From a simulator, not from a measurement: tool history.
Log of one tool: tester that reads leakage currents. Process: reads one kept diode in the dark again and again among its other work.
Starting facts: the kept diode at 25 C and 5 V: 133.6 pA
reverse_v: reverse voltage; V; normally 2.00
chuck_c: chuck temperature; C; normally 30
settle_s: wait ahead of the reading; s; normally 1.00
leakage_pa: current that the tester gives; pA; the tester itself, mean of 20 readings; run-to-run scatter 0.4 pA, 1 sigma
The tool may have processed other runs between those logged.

run	day	reverse_v	chuck_c	settle_s	leakage_pa
1	0.000	2.00	30	1.00	126.47
2	2.592	2.00	30	1.00	126.10
3	4.096	2.00	30	1.00	126.34
4	5.975	2.00	30	1.00	126.03
5	8.425	2.00	30	1.00	126.56
6	9.771	2.00	34	1.00	176.03
7	11.246	1.20	55	0.79	690.83
# day 12.125: chuck's temperature calibrated
8	13.846	3.61	41	1.01	430.66
# day 14.079: tester calibrated
9	16.333	5.22	38	0.74	402.41
10	18.783	1.05	27	1.00	75.09
# day 20.754: tester calibrated, once more
11	21.075	1.05	27	1.00	75.27

Hidden state or all else? Some run-to-run changes of leakage_pa, split into what the settings, what came in and random variation would give without the hidden state, and what is left for the hidden state (with any gauge scatter that isn't in both results):
Hidden state at play: stray current of the dirty probe card, pA a volt; current scale over the true one, %; true chuck temperature over the reading, C; drift of the gauge itself on leakage_pa, %.
Run 6 -> 7: reverse_v 2.00 -> 1.20, chuck_c 34 -> 55, settle_s 1.00 -> 0.79. leakage_pa +514.80 pA: hidden state -28.51, all else +543.31.
Run 7 -> 8: reverse_v 1.20 -> 3.61, chuck_c 55 -> 41, settle_s 0.79 -> 1.01, chuck's temperature calibrated. leakage_pa -260.17 pA: hidden state +35.90, all else -296.07.
